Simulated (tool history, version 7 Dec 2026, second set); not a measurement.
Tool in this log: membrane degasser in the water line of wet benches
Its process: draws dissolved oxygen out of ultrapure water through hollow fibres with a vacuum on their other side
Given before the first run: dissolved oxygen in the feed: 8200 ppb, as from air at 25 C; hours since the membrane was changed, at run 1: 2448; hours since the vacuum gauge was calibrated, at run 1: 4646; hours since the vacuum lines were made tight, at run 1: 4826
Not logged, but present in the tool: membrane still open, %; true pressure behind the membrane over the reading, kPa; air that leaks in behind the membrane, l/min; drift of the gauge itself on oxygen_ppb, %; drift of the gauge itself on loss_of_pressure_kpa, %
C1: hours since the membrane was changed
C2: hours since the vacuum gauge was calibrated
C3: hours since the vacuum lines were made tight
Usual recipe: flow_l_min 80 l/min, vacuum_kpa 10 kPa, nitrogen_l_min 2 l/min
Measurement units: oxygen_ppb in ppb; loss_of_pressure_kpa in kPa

{"run": 1, "hour": 0.0, "flow_l_min": 80, "vacuum_kpa": 10, "nitrogen_l_min": 2, "C1": 2448, "C2": 4646, "C3": 4826, "oxygen_ppb": 599.2, "loss_of_pressure_kpa": 42.38}
{"run": 2, "hour": 39.9, "flow_l_min": 80, "vacuum_kpa": 10, "nitrogen_l_min": 3.88, "C1": 2488, "C2": 4686, "C3": 4866, "oxygen_ppb": 381.3, "loss_of_pressure_kpa": 42.34}
{"run": 3, "hour": 95.1, "flow_l_min": 80, "vacuum_kpa": 10, "nitrogen_l_min": 3.88, "C1": 2544, "C2": 4741, "C3": 4921, "oxygen_ppb": 384, "loss_of_pressure_kpa": 42.51}
{"run": 4, "hour": 145.8, "flow_l_min": 80, "vacuum_kpa": 10, "nitrogen_l_min": 3.88, "C1": 2594, "C2": 4792, "C3": 4972, "oxygen_ppb": 382, "loss_of_pressure_kpa": 42.53}
{"run": 5, "hour": 175.4, "flow_l_min": 86, "vacuum_kpa": 10, "nitrogen_l_min": 2, "C1": 2624, "C2": 4821, "C3": 5001, "oxygen_ppb": 645.9, "loss_of_pressure_kpa": 45.68}
{"run": 6, "hour": 212.8, "flow_l_min": 80, "vacuum_kpa": 10, "nitrogen_l_min": 0.98, "C1": 2661, "C2": 4859, "C3": 5039, "oxygen_ppb": 942.3, "loss_of_pressure_kpa": 42.36}
{"run": 7, "hour": 259.1, "flow_l_min": 80, "vacuum_kpa": 10, "nitrogen_l_min": 0.98, "C1": 2707, "C2": 4905, "C3": 5085, "oxygen_ppb": 943.1, "loss_of_pressure_kpa": 42.56}
{"run": 8, "hour": 286.2, "flow_l_min": 80, "vacuum_kpa": 10, "nitrogen_l_min": 0.98, "C1": 2735, "C2": 4932, "C3": 5112, "oxygen_ppb": 943.9, "loss_of_pressure_kpa": 42.37}
{"run": 9, "hour": 342.6, "flow_l_min": 80, "vacuum_kpa": 10, "nitrogen_l_min": 0.98, "C1": 2791, "C2": 4989, "C3": 5169, "oxygen_ppb": 949.3, "loss_of_pressure_kpa": 42.36}
{"run": 10, "hour": 387.8, "flow_l_min": 80, "vacuum_kpa": 10, "nitrogen_l_min": 0.98, "C1": 2836, "C2": 5034, "C3": 5214, "oxygen_ppb": 933.1, "loss_of_pressure_kpa": 42.39}
{"run": 11, "hour": 428.2, "flow_l_min": 80, "vacuum_kpa": 10, "nitrogen_l_min": 0.98, "C1": 2877, "C2": 5074, "C3": 5254, "oxygen_ppb": 944.2, "loss_of_pressure_kpa": 42.56}
{"run": 12, "hour": 453.9, "flow_l_min": 80, "vacuum_kpa": 10, "nitrogen_l_min": 0.98, "C1": 2902, "C2": 5100, "C3": 5280, "oxygen_ppb": 945.2, "loss_of_pressure_kpa": 42.75}
{"run": 13, "hour": 485.2, "flow_l_min": 80, "vacuum_kpa": 10, "nitrogen_l_min": 0.98, "C1": 2934, "C2": 5131, "C3": 5311, "oxygen_ppb": 944.7, "loss_of_pressure_kpa": 42.6}
{"run": 14, "hour": 541.7, "flow_l_min": 80, "vacuum_kpa": 10, "nitrogen_l_min": 0.83, "C1": 2990, "C2": 5188, "C3": 5368, "oxygen_ppb": 1021.2, "loss_of_pressure_kpa": 42.5}
{"hour": 579.3, "done": "vacuum gauge calibrated"}
{"run": 15, "hour": 587.0, "flow_l_min": 80, "vacuum_kpa": 10, "nitrogen_l_min": 1.54, "C1": 3035, "C2": 8, "C3": 5412, "oxygen_ppb": 697.3, "loss_of_pressure_kpa": 42.57}
{"run": 16, "hour": 630.7, "flow_l_min": 80, "vacuum_kpa": 10, "nitrogen_l_min": 1.54, "C1": 3079, "C2": 51, "C3": 5456, "oxygen_ppb": 699.1, "loss_of_pressure_kpa": 42.38}
{"run": 17, "hour": 687.8, "flow_l_min": 80, "vacuum_kpa": 10, "nitrogen_l_min": 2.47, "C1": 3136, "C2": 108, "C3": 5513, "oxygen_ppb": 516.3, "loss_of_pressure_kpa": 42.36}
{"run": 18, "hour": 717.1, "flow_l_min": 80, "vacuum_kpa": 10.7, "nitrogen_l_min": 2.47, "C1": 3165, "C2": 138, "C3": 5543, "oxygen_ppb": 552.7, "loss_of_pressure_kpa": 42.08}
{"run": 19, "hour": 751.1, "flow_l_min": 80, "vacuum_kpa": 11.8, "nitrogen_l_min": 5.2, "C1": 3199, "C2": 172, "C3": 5577, "oxygen_ppb": 370.4, "loss_of_pressure_kpa": 42.24}
{"run": 20, "hour": 788.9, "flow_l_min": 80, "vacuum_kpa": 11.8, "nitrogen_l_min": 3.69, "C1": 3237, "C2": 210, "C3": 5614, "oxygen_ppb": 467.1, "loss_of_pressure_kpa": 42.42}
{"run": 21, "hour": 829.2, "flow_l_min": 106, "vacuum_kpa": 9.3, "nitrogen_l_min": 0.81, "C1": 3277, "C2": 250, "C3": 5655, "oxygen_ppb": 1136.1, "loss_of_pressure_kpa": 56.25}
{"run": 22, "hour": 857.3, "flow_l_min": 86, "vacuum_kpa": 12.2, "nitrogen_l_min": 3.74, "C1": 3305, "C2": 278, "C3": 5683, "oxygen_ppb": 518.8, "loss_of_pressure_kpa": 45.6}
{"run": 23, "hour": 912.4, "flow_l_min": 80, "vacuum_kpa": 14, "nitrogen_l_min": 2.66, "C1": 3360, "C2": 333, "C3": 5738, "oxygen_ppb": 710.8, "loss_of_pressure_kpa": 42.37}
{"run": 24, "hour": 974.2, "flow_l_min": 80, "vacuum_kpa": 14, "nitrogen_l_min": 2.66, "C1": 3422, "C2": 395, "C3": 5800, "oxygen_ppb": 712.5, "loss_of_pressure_kpa": 42.73}
{"run": 25, "hour": 1015.8, "flow_l_min": 80, "vacuum_kpa": 14, "nitrogen_l_min": 2.66, "C1": 3464, "C2": 436, "C3": 5841, "oxygen_ppb": 712, "loss_of_pressure_kpa": 42.79}
{"run": 26, "hour": 1048.6, "flow_l_min": 54, "vacuum_kpa": 12.6, "nitrogen_l_min": 2.57, "C1": 3496, "C2": 469, "C3": 5874, "oxygen_ppb": 447.4, "loss_of_pressure_kpa": 28.84}
{"run": 27, "hour": 1111.1, "flow_l_min": 80, "vacuum_kpa": 10.4, "nitrogen_l_min": 2, "C1": 3559, "C2": 532, "C3": 5937, "oxygen_ppb": 616.9, "loss_of_pressure_kpa": 42.57}
{"run": 28, "hour": 1170.7, "flow_l_min": 80, "vacuum_kpa": 10.4, "nitrogen_l_min": 2, "C1": 3619, "C2": 591, "C3": 5996, "oxygen_ppb": 619.7, "loss_of_pressure_kpa": 42.76}
{"run": 29, "hour": 1216.6, "flow_l_min": 80, "vacuum_kpa": 20.5, "nitrogen_l_min": 1.2, "C1": 3665, "C2": 637, "C3": 6042, "oxygen_ppb": 1760.4, "loss_of_pressure_kpa": 42.22}
{"run": 30, "hour": 1253.1, "flow_l_min": 56, "vacuum_kpa": 9.5, "nitrogen_l_min": 2, "C1": 3701, "C2": 674, "C3": 6079, "oxygen_ppb": 393.3, "loss_of_pressure_kpa": 29.66}
{"run": 31, "hour": 1303.1, "flow_l_min": 92, "vacuum_kpa": 24.4, "nitrogen_l_min": 3.62, "C1": 3751, "C2": 724, "C3": 6129, "oxygen_ppb": 1124.9, "loss_of_pressure_kpa": 48.89}
{"run": 32, "hour": 1337.5, "flow_l_min": 92, "vacuum_kpa": 24.4, "nitrogen_l_min": 3.62, "C1": 3785, "C2": 758, "C3": 6163, "oxygen_ppb": 1134, "loss_of_pressure_kpa": 48.64}

4 options for the next run, each taken on its own from the tool as it stands now. Forecast them:
{"run": "A", "hour": 1398.5, "flow_l_min": 54, "vacuum_kpa": 10, "nitrogen_l_min": 2.56, "C1": 3846, "C2": 819, "C3": 6224, "oxygen_ppb": "?", "loss_of_pressure_kpa": "?"}
{"run": "B", "hour": 1398.5, "flow_l_min": 70, "vacuum_kpa": 22.9, "nitrogen_l_min": 2.98, "C1": 3846, "C2": 819, "C3": 6224, "oxygen_ppb": "?", "loss_of_pressure_kpa": "?"}
{"run": "C", "hour": 1398.5, "flow_l_min": 53, "vacuum_kpa": 13.2, "nitrogen_l_min": 1.79, "C1": 3846, "C2": 819, "C3": 6224, "oxygen_ppb": "?", "loss_of_pressure_kpa": "?"}
{"run": "D", "hour": 1398.5, "flow_l_min": 95, "vacuum_kpa": 10, "nitrogen_l_min": 2, "C1": 3846, "C2": 819, "C3": 6224, "oxygen_ppb": "?", "loss_of_pressure_kpa": "?"}

run=A oxygen_ppb=336.9 loss_of_pressure_kpa=28.6
run=B oxygen_ppb=969.7 loss_of_pressure_kpa=37.33
run=C oxygen_ppb=616.2 loss_of_pressure_kpa=28.39
run=D oxygen_ppb=700.1 loss_of_pressure_kpa=50.56
With no hidden state in the tool, these same runs would have given:
run=A oxygen_ppb=331.7 loss_of_pressure_kpa=28.07
run=B oxygen_ppb=961.4 loss_of_pressure_kpa=36.65
run=C oxygen_ppb=610.5 loss_of_pressure_kpa=27.87
run=D oxygen_ppb=689.8 loss_of_pressure_kpa=49.64

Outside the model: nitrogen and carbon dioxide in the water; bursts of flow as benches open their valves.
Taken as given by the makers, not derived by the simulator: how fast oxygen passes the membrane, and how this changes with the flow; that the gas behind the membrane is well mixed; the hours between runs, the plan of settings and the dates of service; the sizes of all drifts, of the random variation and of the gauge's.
